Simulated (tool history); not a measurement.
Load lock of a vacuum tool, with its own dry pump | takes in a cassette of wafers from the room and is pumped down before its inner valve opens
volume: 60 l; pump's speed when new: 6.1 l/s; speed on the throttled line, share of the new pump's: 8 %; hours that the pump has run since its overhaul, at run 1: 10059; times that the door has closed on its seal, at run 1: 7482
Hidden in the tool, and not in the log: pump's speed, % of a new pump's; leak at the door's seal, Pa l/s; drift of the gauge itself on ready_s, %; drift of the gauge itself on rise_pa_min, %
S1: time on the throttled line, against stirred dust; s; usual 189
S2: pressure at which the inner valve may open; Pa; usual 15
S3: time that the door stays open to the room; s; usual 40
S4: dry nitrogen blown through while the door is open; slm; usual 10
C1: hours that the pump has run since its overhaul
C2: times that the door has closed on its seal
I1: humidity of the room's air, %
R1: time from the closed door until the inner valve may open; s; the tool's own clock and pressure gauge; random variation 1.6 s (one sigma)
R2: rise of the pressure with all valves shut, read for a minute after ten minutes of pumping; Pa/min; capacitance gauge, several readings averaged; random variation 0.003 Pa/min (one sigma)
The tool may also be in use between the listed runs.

Run 1, hour 0.0: usual settings; C1 10059; C2 7482; I1 42.9. Result: R1 279.9 s, R2 0.048 Pa/min.
Run 2, hour 71.8: usual settings but S3 95 s; C1 10130; C2 7624; I1 47.8. Result: R1 282.6 s, R2 0.060 Pa/min.
Run 3, hour 155.5: usual settings but S3 95 s; C1 10214; C2 7790; I1 43.8. Result: R1 280.1 s, R2 0.053 Pa/min.
At hour 228.5: dry pump taken out, an overhauled one fitted.
Run 4, hour 250.9: usual settings but S3 95 s; C1 22; C2 7967; I1 44.3. Result: R1 260.7 s, R2 0.050 Pa/min.
Run 5, hour 352.3: usual settings but S3 95 s; C1 124; C2 8167; I1 44.1. Result: R1 260.3 s, R2 0.053 Pa/min.
Run 6, hour 403.7: usual settings but S4 13 slm; C1 175; C2 8269; I1 45.4. Result: R1 264.7 s, R2 0.039 Pa/min.
Run 7, hour 473.2: usual settings but S4 13 slm; C1 245; C2 8407; I1 44.0. Result: R1 258.7 s, R2 0.043 Pa/min.
Run 8, hour 541.9: usual settings but S4 13 slm; C1 313; C2 8543; I1 44.7. Result: R1 261.8 s, R2 0.044 Pa/min.
Run 9, hour 638.0: usual settings but S4 13 slm; C1 410; C2 8733; I1 46.2. Result: R1 261.9 s, R2 0.046 Pa/min.
Run 10, hour 700.7: usual settings; C1 472; C2 8857; I1 45.7. Result: R1 260.6 s, R2 0.049 Pa/min.
Run 11, hour 763.7: usual settings but S1 295 s; C1 535; C2 8982; I1 44.1. Result: R1 359.6 s, R2 0.047 Pa/min.
Run 12, hour 805.8: usual settings but S4 26 slm; C1 577; C2 9065; I1 44.2. Result: R1 264.3 s, R2 0.043 Pa/min.
Run 13, hour 869.3: usual settings but S4 26 slm; C1 641; C2 9191; I1 46.4. Result: R1 262.9 s, R2 0.048 Pa/min.
Run 14, hour 933.7: usual settings but S4 26 slm; C1 705; C2 9318; I1 45.3. Result: R1 263.4 s, R2 0.045 Pa/min.
Run 15, hour 1028.5: usual settings; C1 800; C2 9506; I1 43.7. Result: R1 258.7 s, R2 0.049 Pa/min.
Run 16, hour 1112.5: usual settings; C1 884; C2 9672; I1 45.4. Result: R1 263.3 s, R2 0.046 Pa/min.
Run 17, hour 1176.3: usual settings; C1 948; C2 9799; I1 44.8. Result: R1 265.3 s, R2 0.050 Pa/min.
Run 18, hour 1277.9: usual settings; C1 1049; C2 10000; I1 45.1. Result: R1 265.7 s, R2 0.056 Pa/min.
Run 19, hour 1376.0: usual settings; C1 1147; C2 10194; I1 45.5. Result: R1 259.6 s, R2 0.054 Pa/min.
Run 20, hour 1462.0: usual settings; C1 1233; C2 10364; I1 44.1. Result: R1 261.2 s, R2 0.055 Pa/min.
Run 21, hour 1527.9: usual settings but S1 143 s, S4 42 slm; C1 1299; C2 10495; I1 40.7. Result: R1 220.5 s, R2 0.044 Pa/min.
Run 22, hour 1594.8: usual settings but S1 183 s, S3 142 s; C1 1366; C2 10627; I1 44.8. Result: R1 254.6 s, R2 0.072 Pa/min.
Run 23, hour 1668.4: usual settings but S1 183 s, S3 142 s; C1 1440; C2 10773; I1 44.2. Result: R1 260.9 s, R2 0.071 Pa/min.
Run 24, hour 1739.1: usual settings but S1 161 s, S2 17 Pa, S3 142 s; C1 1511; C2 10913; I1 41.6. Result: R1 235.8 s, R2 0.075 Pa/min.
Run 25, hour 1804.1: usual settings but S1 307 s, S3 84 s, S4 8 slm; C1 1576; C2 11041; I1 46.8. Result: R1 372.2 s, R2 0.075 Pa/min.
Run 26, hour 1874.5: usual settings but S1 161 s, S3 56 s, S4 12 slm; C1 1646; C2 11181; I1 44.7. Result: R1 238.9 s, R2 0.062 Pa/min.
Run 27, hour 1955.5: usual settings but S4 5 slm; C1 1727; C2 11341; I1 47.0. Result: R1 261.2 s, R2 0.064 Pa/min.
Run 28, hour 2004.9: usual settings but S3 82 s, S4 5 slm; C1 1776; C2 11439; I1 46.6. Result: R1 266.5 s, R2 0.070 Pa/min.
Run 29, hour 2054.9: usual settings but S3 82 s, S4 5 slm; C1 1826; C2 11538; I1 45.8. Result: R1 261.2 s, R2 0.078 Pa/min.
Run 30, hour 2128.6: usual settings but S3 82 s, S4 5 slm; C1 1900; C2 11684; I1 44.2. Result: R1 264.2 s, R2 0.077 Pa/min.
Run 31, hour 2220.1: usual settings but S1 325 s, S2 17 Pa, S3 112 s, S4 6 slm; C1 1992; C2 11865; I1 46.8. Result: R1 387.5 s, R2 0.077 Pa/min.
Run 32, hour 2297.3: usual settings but S1 325 s, S2 17 Pa, S3 112 s, S4 31 slm; C1 2069; C2 12018; I1 48.4. Result: R1 383.1 s, R2 0.067 Pa/min.
Run 33, hour 2353.4: usual settings but S1 201 s, S2 21 Pa, S3 149 s, S4 20 slm; C1 2125; C2 12129; I1 44.5. Result: R1 272.5 s, R2 0.072 Pa/min.
Run 34, hour 2438.3: usual settings but S1 201 s, S2 21 Pa, S3 149 s, S4 20 slm; C1 2210; C2 12297; I1 48.5. Result: R1 272.1 s, R2 0.072 Pa/min.
Run 35, hour 2515.1: usual settings but S1 110 s, S2 17 Pa, S3 60 s, S4 5 slm; C1 2287; C2 12449; I1 46.7. Result: R1 192.4 s, R2 0.072 Pa/min.
Run 36, hour 2612.8: usual settings but S1 104 s, S2 27 Pa, S4 31 slm; C1 2384; C2 12642; I1 43.8. Result: R1 183.7 s, R2 0.060 Pa/min.
Run 37, hour 2704.4: usual settings but S1 104 s, S2 27 Pa, S4 31 slm; C1 2476; C2 12824; I1 48.7. Result: R1 181.0 s, R2 0.060 Pa/min.

3 ways to go on from here, each from the tool as it stands after run 37. What would each give?
Run A, hour 2769.7: usual settings but S4 22 slm; C1 2541; C2 12953; I1 47.1. Result: R1 ?, R2 ?.
Run B, hour 2769.7: usual settings but S1 224 s, S2 27 Pa, S4 31 slm; C1 2541; C2 12953; I1 44.2. Result: R1 ?, R2 ?.
Run C, hour 2769.7: usual settings but S1 131 s; C1 2541; C2 12953; I1 41.7. Result: R1 ?, R2 ?.

run     R1     R2
  A  266.4  0.065
  B  287.7  0.058
  C  213.6  0.069
Without the tool's hidden state the same runs would have given:
run     R1     R2
  A  261.5  0.015
  B  283.4  0.011
  C  208.4  0.021
